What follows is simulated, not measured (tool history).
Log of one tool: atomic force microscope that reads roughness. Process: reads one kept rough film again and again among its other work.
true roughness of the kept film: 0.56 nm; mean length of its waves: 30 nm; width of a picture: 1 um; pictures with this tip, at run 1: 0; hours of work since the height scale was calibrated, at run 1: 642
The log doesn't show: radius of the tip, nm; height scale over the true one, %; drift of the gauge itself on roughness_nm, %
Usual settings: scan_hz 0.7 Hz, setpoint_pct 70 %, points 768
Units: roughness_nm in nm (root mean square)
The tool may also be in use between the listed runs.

run	hour	scan_hz	setpoint_pct	points	pictures with this tip	hours of work since the height scale was calibrated	roughness_nm
1	0	0.7	70	768	0	642	0.536
2	31.3	0.7	70	768	30	659	0.538
3	72.4	1.012	70	768	70	682	0.525
4	139.5	0.7	70	768	134	720	0.532
5	178	0.7	70	768	171	741	0.521
6	236.7	3.589	70	768	228	774	0.463
# hour 243.9: height scale calibrated on a step standard
7	303.1	0.7	89	768	291	33	0.494
# hour 312.8: new tip fitted
8	373.1	1.222	86	374	58	72	0.486
9	434.8	0.963	77	282	117	107	0.51

The next listed run, before its measurement:
10	502	2.831	62	721	182	144	?

roughness_nm: 0.506 nm (root mean square)
Without the tool's hidden state the same run would have given roughness_nm 0.513 nm (root mean square).
